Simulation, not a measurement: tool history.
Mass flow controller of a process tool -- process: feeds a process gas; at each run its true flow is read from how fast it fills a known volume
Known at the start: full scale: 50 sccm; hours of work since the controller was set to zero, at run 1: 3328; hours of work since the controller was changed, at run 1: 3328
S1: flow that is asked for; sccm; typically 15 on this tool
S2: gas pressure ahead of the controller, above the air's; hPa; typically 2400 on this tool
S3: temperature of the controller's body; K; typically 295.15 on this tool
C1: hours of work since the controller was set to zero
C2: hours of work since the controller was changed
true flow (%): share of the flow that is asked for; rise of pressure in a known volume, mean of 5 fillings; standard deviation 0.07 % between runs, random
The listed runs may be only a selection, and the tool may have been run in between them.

Run 1, hour 0: usual settings; C1 3328; C2 3328. Result: true flow (%) 96.09.
Run 2, hour 81.7: usual settings but S2 1400 hPa; C1 3371; C2 3371. Result: true flow (%) 95.28.
Run 3, hour 231.8: usual settings but S3 304.15 K; C1 3450; C2 3450. Result: true flow (%) 96.02.
Run 4, hour 321: usual settings; C1 3497; C2 3497. Result: true flow (%) 95.81.
Run 5, hour 404: usual settings; C1 3540; C2 3540. Result: true flow (%) 95.8.
Run 6, hour 549.1: usual settings; C1 3616; C2 3616. Result: true flow (%) 95.77.
Run 7, hour 701.8: usual settings; C1 3696; C2 3696. Result: true flow (%) 95.58.
Run 8, hour 879.2: usual settings but S1 34 sccm; C1 3789; C2 3789. Result: true flow (%) 97.09.
At hour 896.8: controller's zero set anew.
Run 9, hour 970.6: usual settings but S1 34 sccm; C1 39; C2 3837. Result: true flow (%) 96.87.
Run 10, hour 1076.1: usual settings but S1 34 sccm; C1 94; C2 3893. Result: true flow (%) 96.88.
Run 11, hour 1171.7: usual settings but S2 1970 hPa; C1 144; C2 3943. Result: true flow (%) 94.66.
At hour 1230.1: controller's zero set anew, once more.
Run 12, hour 1339.7: usual settings; C1 58; C2 4031. Result: true flow (%) 96.98.
Run 13, hour 1425.6: usual settings; C1 103; C2 4076. Result: true flow (%) 96.89.

What will run 14 give?
Run 14, hour 1571.2: usual settings; C1 179; C2 4152. Result: true flow (%) ?.

true flow (%): 96.8
The same run, on a tool lacking any hidden state, would have yielded true flow (%) 99.09.
